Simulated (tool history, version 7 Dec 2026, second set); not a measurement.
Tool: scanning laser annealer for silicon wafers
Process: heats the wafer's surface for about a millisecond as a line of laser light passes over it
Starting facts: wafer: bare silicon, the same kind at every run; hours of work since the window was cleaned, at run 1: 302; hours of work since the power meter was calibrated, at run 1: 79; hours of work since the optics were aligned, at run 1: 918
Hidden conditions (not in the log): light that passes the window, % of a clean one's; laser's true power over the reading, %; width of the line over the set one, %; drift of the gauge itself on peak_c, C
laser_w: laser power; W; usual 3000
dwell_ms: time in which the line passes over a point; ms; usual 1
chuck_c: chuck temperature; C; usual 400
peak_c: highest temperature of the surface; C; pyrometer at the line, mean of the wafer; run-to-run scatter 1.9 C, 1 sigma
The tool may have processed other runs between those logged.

| run | hour | laser_w | dwell_ms | chuck_c | hours of work since the window was cleaned | hours of work since the power meter was calibrated | hours of work since the optics were aligned | peak_c |
|---|---|---|---|---|---|---|---|---|
| 1 | 0 | 3000 | 1 | 400 | 302 | 79 | 918 | 1155 |
| 2 | 29.5 | 3000 | 1 | 400 | 319 | 96 | 935 | 1155 |
| 3 | 60 | 3000 | 1 | 400 | 337 | 114 | 953 | 1148 |
|  | 77.3 | window over the wafer cleaned |
| 4 | 84.1 | 3000 | 1 | 400 | 4 | 127 | 966 | 1180 |
| 5 | 119.8 | 3000 | 1 | 400 | 25 | 148 | 987 | 1179 |
| 6 | 136.3 | 3000 | 1 | 400 | 35 | 158 | 996 | 1175 |
| 7 | 160.8 | 3000 | 1 | 400 | 49 | 172 | 1011 | 1174 |
| 8 | 180.6 | 3000 | 1 | 400 | 60 | 184 | 1022 | 1174 |
| 9 | 204.4 | 3000 | 1 | 400 | 74 | 198 | 1036 | 1173 |
| 10 | 228.6 | 3000 | 1 | 400 | 88 | 212 | 1050 | 1171 |
| 11 | 256.9 | 3000 | 1 | 400 | 105 | 228 | 1067 | 1170 |
| 12 | 273.2 | 3000 | 1 | 400 | 115 | 238 | 1076 | 1170 |
| 13 | 306 | 3000 | 1 | 400 | 134 | 257 | 1096 | 1165 |
| 14 | 326.8 | 3000 | 1 | 400 | 146 | 269 | 1108 | 1163 |
| 15 | 354.8 | 2666 | 1 | 400 | 162 | 285 | 1124 | 1060 |
|  | 371 | optics aligned, line set to its width |
| 16 | 383.7 | 2666 | 1 | 400 | 176 | 299 | 7 | 1077 |
| 17 | 411.2 | 2666 | 0.94 | 434 | 192 | 316 | 24 | 1089 |
| 18 | 433 | 2620 | 1 | 373 | 205 | 328 | 36 | 1033 |
| 19 | 450 | 2620 | 1 | 373 | 215 | 338 | 46 | 1033 |
| 20 | 483.5 | 3235 | 1.08 | 373 | 235 | 358 | 66 | 1247 |
| 21 | 504.2 | 3235 | 1.08 | 373 | 247 | 370 | 78 | 1245 |
| 22 | 518.5 | 3060 | 1.09 | 395 | 255 | 378 | 86 | 1215 |
| 23 | 539.6 | 3132 | 0.88 | 380 | 267 | 391 | 99 | 1138 |
| 24 | 564.2 | 3032 | 0.88 | 431 | 282 | 405 | 113 | 1158 |
| 25 | 599.7 | 3008 | 1.03 | 399 | 303 | 426 | 134 | 1173 |
| 26 | 623 | 3000 | 0.94 | 400 | 316 | 439 | 147 | 1139 |
| 27 | 641.2 | 3000 | 0.74 | 430 | 327 | 450 | 158 | 1086 |
|  | 674.5 | window over the wafer cleaned |
| 28 | 677.5 | 3000 | 1.2 | 400 | 2 | 470 | 178 | 1264 |
| 29 | 694.8 | 2885 | 1.2 | 408 | 12 | 480 | 188 | 1232 |
| 30 | 728.2 | 2885 | 1.2 | 408 | 31 | 500 | 208 | 1229 |
| 31 | 759.4 | 2885 | 1.2 | 408 | 50 | 518 | 226 | 1225 |

Below, some changes in peak_c between adjacent runs. For each, the amount present without the hidden state too (settings, incoming material, random variation) and the amount remaining for the hidden state with gauge scatter not shared by both compared results:
Run 3 -> 4: window over the wafer cleaned. peak_c +32 C: hidden state +33, all else -1.
Run 14 -> 15: laser_w 3000 -> 2666. peak_c -103 C: hidden state +3, all else -106.
Run 15 -> 16: optics aligned, line set to its width. peak_c +17 C: hidden state +14, all else +3.
Run 19 -> 20: laser_w 2620 -> 3235, dwell_ms 1 -> 1.08. peak_c +214 C: hidden state -10, all else +224.
Run 27 -> 28: dwell_ms 0.74 -> 1.2, chuck_c 430 -> 400, window over the wafer cleaned. peak_c +178 C: hidden state +26, all else +152.
